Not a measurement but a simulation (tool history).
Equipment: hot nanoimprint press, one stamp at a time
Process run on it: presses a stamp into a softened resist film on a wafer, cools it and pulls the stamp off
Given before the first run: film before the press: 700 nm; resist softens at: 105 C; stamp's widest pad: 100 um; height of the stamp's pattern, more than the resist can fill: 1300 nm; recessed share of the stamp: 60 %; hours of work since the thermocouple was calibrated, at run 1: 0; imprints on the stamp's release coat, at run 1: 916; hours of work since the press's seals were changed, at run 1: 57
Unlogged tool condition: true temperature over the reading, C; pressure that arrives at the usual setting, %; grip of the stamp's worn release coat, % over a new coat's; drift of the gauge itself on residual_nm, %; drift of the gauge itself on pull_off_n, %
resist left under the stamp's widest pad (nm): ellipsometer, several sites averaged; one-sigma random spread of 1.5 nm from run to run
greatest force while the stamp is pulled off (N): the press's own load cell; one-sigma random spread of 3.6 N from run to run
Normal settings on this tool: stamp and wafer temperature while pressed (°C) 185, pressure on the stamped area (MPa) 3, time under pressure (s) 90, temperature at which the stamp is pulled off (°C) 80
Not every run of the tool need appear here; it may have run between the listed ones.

run   hour  stamp and wafer temperature while pressed (°C)  pressure on the stamped area (MPa)  time under pressure (s)  temperature at which the stamp is pulled off (°C)  hours of work since the thermocouple was calibrated  imprints on the stamp's release coat  hours of work since the press's seals were changed  resist left under the stamp's widest pad (nm)  greatest force while the stamp is pulled off (N)
  1      0                                             185                                   3                       90                                                 80                                                    0                                   916                                                  57                                          267.5                                               181
  2   33.1                                             185                                   3                       90                                                 80                                                   18                                   988                                                  75                                          265.2                                               183
  3   62.3                                             185                                3.93                       90                                                 80                                                   34                                  1051                                                  91                                          230.7                                               175
  4   99.2                                             177                                   3                       90                                                 80                                                   54                                  1132                                                 111                                          375.9                                               173
  5  130.6                                             185                                   3                       90                                                 83                                                   71                                  1200                                                 128                                          265.6                                               161
  6  161.8                                             185                                   3                       48                                                 80                                                   88                                  1268                                                 144                                          335.8                                               171
  7  194.4                                             185                                   3                       48                                                 80                                                  105                                  1339                                                 162                                          333.6                                               177
  8  220.7                                             185                                   3                       48                                                 80                                                  119                                  1396                                                 176                                          333.4                                               168
  9  254.4                                             185                                   3                      118                                                 75                                                  138                                  1470                                                 194                                          237.8                                               191
 10  292.8                                             190                                   3                      106                                                 80                                                  158                                  1554                                                 215                                          199.4                                               177
 11  323.8                                             185                                4.56                       90                                                 74                                                  175                                  1621                                                 232                                          214.7                                               190
 12  362.1                                             195                                   3                      109                                                 80                                                  195                                  1704                                                 252                                            159                                               175
 13  384.7                                             178                                   3                       90                                                 72                                                  208                                  1754                                                 264                                          359.1                                               205
 14  403.4                                             183                                2.15                      145                                                 82                                                  218                                  1795                                                 275                                          282.1                                               169
 15    427                                             183                                2.15                      145                                                 82                                                  230                                  1846                                                 287                                            280                                               165
 16  449.4                                             185                                   3                       67                                                 75                                                  243                                  1895                                                 299                                            296                                               187

Consider 3 possible next runs. They are alternatives, not a sequence: every one starts from the tool as it was left by run 16. What does each give?
  A  484.5                                             195                                   3                       67                                                 75                                                  261                                  1971                                                 318                                              ?                                                 ?
  B  484.5                                             190                                   3                       60                                                 67                                                  261                                  1971                                                 318                                              ?                                                 ?
  C  484.5                                             184                                   3                       67                                                 75                                                  261                                  1971                                                 318                                              ?                                                 ?

run  resist left under the stamp's widest pad (nm)  greatest force while the stamp is pulled off (N)
  A                                          197.8                                               189
  B                                          250.8                                               216
  C                                          310.3                                               192
Without the tool's unlogged condition, the same runs would have read:
run  resist left under the stamp's widest pad (nm)  greatest force while the stamp is pulled off (N)
  A                                          197.6                                               187
  B                                          250.6                                               214
  C                                          310.1                                               190
